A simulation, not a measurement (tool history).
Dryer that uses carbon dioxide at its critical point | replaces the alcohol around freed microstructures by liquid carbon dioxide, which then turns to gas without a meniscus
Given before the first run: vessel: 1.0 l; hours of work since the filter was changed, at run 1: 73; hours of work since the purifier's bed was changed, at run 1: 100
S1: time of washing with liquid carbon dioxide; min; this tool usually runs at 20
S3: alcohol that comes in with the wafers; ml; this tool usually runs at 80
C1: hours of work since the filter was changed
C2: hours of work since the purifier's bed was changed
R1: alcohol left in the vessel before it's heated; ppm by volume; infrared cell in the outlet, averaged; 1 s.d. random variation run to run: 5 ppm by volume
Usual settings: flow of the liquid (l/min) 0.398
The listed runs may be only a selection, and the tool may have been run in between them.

{"run": 1, "hour": 0.0, "S1": 20, "flow of the liquid (l/min)": 0.398, "S3": 80, "C1": 73, "C2": 100, "R1": 83}
{"run": 2, "hour": 8.1, "S1": 28, "flow of the liquid (l/min)": 0.398, "S3": 80, "C1": 78, "C2": 105, "R1": 37}
{"run": 3, "hour": 16.9, "S1": 20, "flow of the liquid (l/min)": 0.398, "S3": 84, "C1": 83, "C2": 110, "R1": 98}
{"run": 4, "hour": 29.6, "S1": 20, "flow of the liquid (l/min)": 0.398, "S3": 80, "C1": 92, "C2": 118, "R1": 89}
{"run": 5, "hour": 41.5, "S1": 20, "flow of the liquid (l/min)": 0.398, "S3": 80, "C1": 99, "C2": 126, "R1": 99}
{"run": 6, "hour": 53.6, "S1": 20, "flow of the liquid (l/min)": 0.677, "S3": 80, "C1": 107, "C2": 134, "R1": 51}
{"run": 7, "hour": 68.4, "S1": 20, "flow of the liquid (l/min)": 0.677, "S3": 80, "C1": 116, "C2": 143, "R1": 50}
{"run": 8, "hour": 74.8, "S1": 20, "flow of the liquid (l/min)": 0.677, "S3": 80, "C1": 120, "C2": 147, "R1": 57}
{"run": 9, "hour": 84.5, "S1": 20, "flow of the liquid (l/min)": 0.677, "S3": 80, "C1": 126, "C2": 153, "R1": 56}
{"run": 10, "hour": 95.4, "S1": 20, "flow of the liquid (l/min)": 0.677, "S3": 80, "C1": 133, "C2": 160, "R1": 68}
{"run": 11, "hour": 109.1, "S1": 20, "flow of the liquid (l/min)": 0.398, "S3": 46, "C1": 142, "C2": 169, "R1": 97}
{"run": 12, "hour": 122.2, "S1": 20, "flow of the liquid (l/min)": 0.398, "S3": 80, "C1": 150, "C2": 177, "R1": 122}
{"run": 13, "hour": 136.5, "S1": 20, "flow of the liquid (l/min)": 0.398, "S3": 80, "C1": 159, "C2": 186, "R1": 124}
{"run": 14, "hour": 143.9, "S1": 20, "flow of the liquid (l/min)": 0.398, "S3": 80, "C1": 164, "C2": 191, "R1": 138}
{"run": 15, "hour": 155.7, "S1": 20, "flow of the liquid (l/min)": 0.482, "S3": 80, "C1": 172, "C2": 199, "R1": 77}
{"run": 16, "hour": 166.8, "S1": 20, "flow of the liquid (l/min)": 0.482, "S3": 80, "C1": 179, "C2": 206, "R1": 91}
{"run": 17, "hour": 177.1, "S1": 20, "flow of the liquid (l/min)": 0.398, "S3": 80, "C1": 185, "C2": 212, "R1": 152}
{"run": 18, "hour": 184.4, "S1": 18, "flow of the liquid (l/min)": 0.283, "S3": 80, "C1": 190, "C2": 217, "R1": 1010}
{"run": 19, "hour": 191.0, "S1": 23, "flow of the liquid (l/min)": 0.283, "S3": 80, "C1": 194, "C2": 221, "R1": 358}
{"run": 20, "hour": 197.8, "S1": 23, "flow of the liquid (l/min)": 0.283, "S3": 80, "C1": 198, "C2": 225, "R1": 348}
{"run": 21, "hour": 206.2, "S1": 22, "flow of the liquid (l/min)": 0.273, "S3": 59, "C1": 204, "C2": 231, "R1": 404}
{"run": 22, "hour": 212.7, "S1": 16, "flow of the liquid (l/min)": 0.344, "S3": 44, "C1": 208, "C2": 235, "R1": 436}
{"run": 23, "hour": 224.8, "S1": 16, "flow of the liquid (l/min)": 0.344, "S3": 44, "C1": 215, "C2": 242, "R1": 444}
{"run": 24, "hour": 237.9, "S1": 15, "flow of the liquid (l/min)": 0.387, "S3": 61, "C1": 224, "C2": 251, "R1": 454}
{"run": 25, "hour": 252.1, "S1": 20, "flow of the liquid (l/min)": 0.398, "S3": 110, "C1": 233, "C2": 260, "R1": 190}
{"run": 26, "hour": 260.8, "S1": 23, "flow of the liquid (l/min)": 0.639, "S3": 110, "C1": 238, "C2": 265, "R1": 98}
{"run": 27, "hour": 271.6, "S1": 23, "flow of the liquid (l/min)": 0.495, "S3": 31, "C1": 245, "C2": 272, "R1": 93}
{"run": 28, "hour": 284.7, "S1": 23, "flow of the liquid (l/min)": 0.495, "S3": 31, "C1": 254, "C2": 280, "R1": 103}
{"run": 29, "hour": 293.9, "S1": 15, "flow of the liquid (l/min)": 0.275, "S3": 87, "C1": 259, "C2": 286, "R1": 2698}
{"run": 30, "hour": 305.8, "S1": 17, "flow of the liquid (l/min)": 0.398, "S3": 25, "C1": 267, "C2": 294, "R1": 176}

Forecast each of these 4 alternatives for the next run:
{"run": "A", "hour": 312.4, "S1": 13, "flow of the liquid (l/min)": 0.386, "S3": 22, "C1": 271, "C2": 298, "R1": "?"}
{"run": "B", "hour": 312.4, "S1": 17, "flow of the liquid (l/min)": 0.398, "S3": 37, "C1": 271, "C2": 298, "R1": "?"}
{"run": "C", "hour": 312.4, "S1": 28, "flow of the liquid (l/min)": 0.303, "S3": 88, "C1": 271, "C2": 298, "R1": "?"}
{"run": "D", "hour": 312.4, "S1": 17, "flow of the liquid (l/min)": 0.528, "S3": 119, "C1": 271, "C2": 298, "R1": "?"}

run=A R1=391
run=B R1=213
run=C R1=163
run=D R1=149
With no hidden state in the tool, these same runs would have given:
run=A R1=193
run=B R1=66
run=C R1=34
run=D R1=28
